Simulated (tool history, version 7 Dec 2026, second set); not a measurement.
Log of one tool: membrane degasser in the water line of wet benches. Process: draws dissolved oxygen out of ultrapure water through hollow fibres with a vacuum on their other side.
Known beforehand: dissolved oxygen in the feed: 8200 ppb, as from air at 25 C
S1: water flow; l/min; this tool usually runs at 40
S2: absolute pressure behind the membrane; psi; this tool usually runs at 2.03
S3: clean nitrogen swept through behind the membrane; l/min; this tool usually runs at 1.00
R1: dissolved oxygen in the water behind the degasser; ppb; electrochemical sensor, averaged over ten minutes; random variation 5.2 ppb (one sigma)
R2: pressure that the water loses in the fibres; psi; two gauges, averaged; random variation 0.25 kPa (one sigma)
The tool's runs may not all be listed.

Run 1, hour 0.0: usual settings. Result: R1 884.3 ppb, R2 9.741 psi.
Run 2, hour 36.6: usual settings. Result: R1 882.0 ppb, R2 9.604 psi.
Run 3, hour 77.1: usual settings. Result: R1 887.2 ppb, R2 9.744 psi.
Run 4, hour 129.8: usual settings but S1 45 l/min. Result: R1 974.8 ppb, R2 11.023 psi.
Run 5, hour 172.7: usual settings but S1 45 l/min. Result: R1 990.2 ppb, R2 10.921 psi.
Run 6, hour 223.0: usual settings but S1 45 l/min. Result: R1 973.5 ppb, R2 10.936 psi.
Run 7, hour 245.6: usual settings but S1 45 l/min. Result: R1 981.1 ppb, R2 10.923 psi.
Run 8, hour 284.0: usual settings but S1 45 l/min. Result: R1 982.5 ppb, R2 10.937 psi.
Run 9, hour 322.4: usual settings but S1 31 l/min, S2 1.73 psi, S3 2.82 l/min. Result: R1 281.8 ppb, R2 7.503 psi.
Run 10, hour 347.3: usual settings but S1 31 l/min, S2 1.73 psi, S3 2.82 l/min. Result: R1 285.7 ppb, R2 7.585 psi.

Run 11, settings as shown, results not yet in. Your forecast:
Run 11, hour 373.9: usual settings but S2 1.70 psi, S3 1.34 l/min. Result: R1 ?, R2 ?.

R1: 611.2 ppb
R2: 9.747 psi
Had the tool carried no hidden state, the very same run would have given R1 603.9 ppb, R2 9.745 psi.
